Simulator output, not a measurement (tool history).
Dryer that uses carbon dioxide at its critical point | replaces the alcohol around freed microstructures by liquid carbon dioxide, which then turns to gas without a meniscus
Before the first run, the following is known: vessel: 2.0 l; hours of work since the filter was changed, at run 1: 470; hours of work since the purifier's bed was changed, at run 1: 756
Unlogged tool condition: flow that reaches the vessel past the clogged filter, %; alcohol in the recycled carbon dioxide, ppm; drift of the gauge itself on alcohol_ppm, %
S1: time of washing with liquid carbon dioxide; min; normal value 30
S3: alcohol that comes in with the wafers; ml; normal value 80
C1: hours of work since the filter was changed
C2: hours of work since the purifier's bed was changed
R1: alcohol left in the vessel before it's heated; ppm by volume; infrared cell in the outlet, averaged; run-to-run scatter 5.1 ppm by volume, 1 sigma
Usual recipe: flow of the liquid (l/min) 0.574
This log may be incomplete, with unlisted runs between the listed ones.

Run 1, hour 0.0: usual settings; C1 470; C2 756. Result: R1 183 ppm by volume.
Run 2, hour 27.6: usual settings; C1 483; C2 769. Result: R1 200 ppm by volume.
Run 3, hour 51.8: usual settings; C1 494; C2 780. Result: R1 200 ppm by volume.
Run 4, hour 97.0: usual settings; C1 516; C2 802. Result: R1 204 ppm by volume.
At hour 126.7: purifier's bed changed.
Run 5, hour 142.1: usual settings; C1 536; C2 7. Result: R1 154 ppm by volume.
Run 6, hour 182.6: usual settings; C1 555; C2 27. Result: R1 163 ppm by volume.
At hour 185.7: inlet filter changed.
Run 7, hour 204.5: usual settings; C1 9; C2 37. Result: R1 72 ppm by volume.
Run 8, hour 235.7: usual settings but S3 26 ml; C1 24; C2 51. Result: R1 30 ppm by volume.
Run 9, hour 263.6: usual settings but S3 26 ml; C1 37; C2 65. Result: R1 39 ppm by volume.
Run 10, hour 298.5: usual settings but S1 46 min; C1 54; C2 81. Result: R1 9 ppm by volume.
Run 11, hour 340.7: usual settings but S1 21 min, S3 32 ml; C1 74; C2 102. Result: R1 202 ppm by volume.
Run 12, hour 366.1: usual settings but S1 21 min, S3 32 ml; C1 86; C2 114. Result: R1 208 ppm by volume.
Run 13, hour 398.3: usual settings but S1 43 min, flow of the liquid (l/min) 0.470, S3 32 ml; C1 101; C2 129. Result: R1 30 ppm by volume.
Run 14, hour 420.6: usual settings but S1 35 min, flow of the liquid (l/min) 0.470, S3 84 ml; C1 112; C2 140. Result: R1 119 ppm by volume.
Run 15, hour 450.4: usual settings but S1 42 min, flow of the liquid (l/min) 0.948, S3 98 ml; C1 126; C2 154. Result: R1 16 ppm by volume.
Run 16, hour 474.7: usual settings but S1 42 min, flow of the liquid (l/min) 0.948, S3 98 ml; C1 138; C2 165. Result: R1 19 ppm by volume.
Run 17, hour 498.9: usual settings but S1 26 min, flow of the liquid (l/min) 0.519, S3 49 ml; C1 149; C2 177. Result: R1 202 ppm by volume.
Run 18, hour 524.4: usual settings but S1 44 min, flow of the liquid (l/min) 0.567, S3 110 ml; C1 161; C2 189. Result: R1 21 ppm by volume.
Run 19, hour 548.9: usual settings but S1 44 min, flow of the liquid (l/min) 0.567, S3 110 ml; C1 173; C2 201. Result: R1 23 ppm by volume.
Run 20, hour 578.3: usual settings but S1 37 min, flow of the liquid (l/min) 0.592, S3 33 ml; C1 187; C2 215. Result: R1 33 ppm by volume.

Each row is a separate what-if for the run after 20, all from the same tool condition, not one after another. Results?
Run A, hour 618.8: usual settings but S1 20 min, flow of the liquid (l/min) 0.652, S3 21 ml; C1 206; C2 234. Result: R1 ?.
Run B, hour 618.8: usual settings but S1 19 min, flow of the liquid (l/min) 0.526, S3 42 ml; C1 206; C2 234. Result: R1 ?.
Run C, hour 618.8: usual settings but S1 22 min, S3 105 ml; C1 206; C2 234. Result: R1 ?.
Run D, hour 618.8: usual settings but S1 37 min, flow of the liquid (l/min) 0.763, S3 33 ml; C1 206; C2 234. Result: R1 ?.
Run E, hour 618.8: usual settings but S1 25 min, flow of the liquid (l/min) 0.592, S3 33 ml; C1 206; C2 234. Result: R1 ?.

run   R1
  A  116
  B  641
  C  597
  D   29
  E  111
Take away the tool's hidden state, keep each run's random variation, and the runs would have read:
run   R1
  A   76
  B  515
  C  452
  D   11
  E   72

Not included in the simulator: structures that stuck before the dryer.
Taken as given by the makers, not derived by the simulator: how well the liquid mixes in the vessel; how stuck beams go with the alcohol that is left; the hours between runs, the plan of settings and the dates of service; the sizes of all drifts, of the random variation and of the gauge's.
